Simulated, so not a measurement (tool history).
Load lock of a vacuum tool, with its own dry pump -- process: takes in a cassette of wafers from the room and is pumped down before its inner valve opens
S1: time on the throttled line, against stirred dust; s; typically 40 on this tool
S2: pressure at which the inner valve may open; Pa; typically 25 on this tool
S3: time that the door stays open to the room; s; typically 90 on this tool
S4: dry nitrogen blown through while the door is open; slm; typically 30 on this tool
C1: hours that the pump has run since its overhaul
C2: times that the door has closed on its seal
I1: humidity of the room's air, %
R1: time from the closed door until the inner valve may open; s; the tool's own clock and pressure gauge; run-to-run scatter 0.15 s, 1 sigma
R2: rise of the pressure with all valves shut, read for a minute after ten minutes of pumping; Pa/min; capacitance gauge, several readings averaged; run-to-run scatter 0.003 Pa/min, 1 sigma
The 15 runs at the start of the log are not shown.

Run 16, hour 1754.8: usual settings but S4 8 slm; C1 5265; C2 24066; I1 46.0. Result: R1 62.1 s, R2 0.206 Pa/min.
Run 17, hour 1867.5: usual settings but S4 8 slm; C1 5378; C2 24402; I1 44.6. Result: R1 61.9 s, R2 0.198 Pa/min.
Run 18, hour 1943.4: usual settings but S4 8 slm; C1 5454; C2 24628; I1 46.4. Result: R1 62.0 s, R2 0.201 Pa/min.
Run 19, hour 2077.9: usual settings but S1 24 s, S2 33 Pa, S3 26 s, S4 31 slm; C1 5589; C2 25029; I1 43.1. Result: R1 48.0 s, R2 0.186 Pa/min.
Run 20, hour 2190.8: usual settings but S4 11 slm; C1 5701; C2 25366; I1 46.9. Result: R1 62.1 s, R2 0.207 Pa/min.
Run 21, hour 2320.8: usual settings but S3 154 s, S4 11 slm; C1 5831; C2 25754; I1 43.6. Result: R1 62.2 s, R2 0.216 Pa/min.
Run 22, hour 2485.4: usual settings but S1 43 s, S2 42 Pa, S3 64 s, S4 29 slm; C1 5996; C2 26244; I1 42.4. Result: R1 62.5 s, R2 0.201 Pa/min.
Run 23, hour 2599.2: usual settings but S1 43 s, S2 47 Pa, S3 64 s, S4 16 slm; C1 6110; C2 26584; I1 43.0. Result: R1 62.5 s, R2 0.206 Pa/min.
Run 24, hour 2718.6: usual settings but S1 43 s, S2 47 Pa, S3 215 s, S4 24 slm; C1 6229; C2 26940; I1 45.5. Result: R1 62.3 s, R2 0.230 Pa/min.
Run 25, hour 2807.8: usual settings but S1 43 s, S2 47 Pa, S3 143 s, S4 7 slm; C1 6318; C2 27206; I1 43.4. Result: R1 62.4 s, R2 0.236 Pa/min.
Run 26, hour 2959.8: usual settings but S1 43 s, S2 47 Pa, S3 143 s, S4 7 slm; C1 6470; C2 27659; I1 45.8. Result: R1 62.4 s, R2 0.242 Pa/min.
Run 27, hour 3089.2: usual settings but S1 49 s, S2 49 Pa, S3 143 s, S4 7 slm; C1 6600; C2 28045; I1 49.8. Result: R1 67.2 s, R2 0.250 Pa/min.
Run 28, hour 3190.1: usual settings but S3 95 s, S4 21 slm; C1 6701; C2 28346; I1 46.4. Result: R1 62.6 s, R2 0.226 Pa/min.
Run 29, hour 3295.7: usual settings but S1 60 s, S2 38 Pa, S3 112 s, S4 38 slm; C1 6806; C2 28661; I1 46.5. Result: R1 77.3 s, R2 0.227 Pa/min.
Run 30, hour 3425.4: usual settings but S1 60 s, S2 38 Pa, S3 112 s, S4 38 slm; C1 6936; C2 29047; I1 44.6. Result: R1 77.0 s, R2 0.229 Pa/min.
Run 31, hour 3515.2: usual settings but S1 60 s, S2 23 Pa, S3 112 s, S4 11 slm; C1 7026; C2 29315; I1 44.4. Result: R1 78.7 s, R2 0.249 Pa/min.

Estimate the outcome of run 32 from the log above:
Run 32, hour 3595.7: usual settings but S1 60 s, S2 23 Pa, S3 112 s, S4 11 slm; C1 7106; C2 29555; I1 46.9. Result: R1 ?, R2 ?.

{"run 32": {"R1": 78.6, "R2": 0.248}}
With the hidden condition absent and the run-to-run variation left alone, this run would have shown R1 76.7 s, R2 0.029 Pa/min.
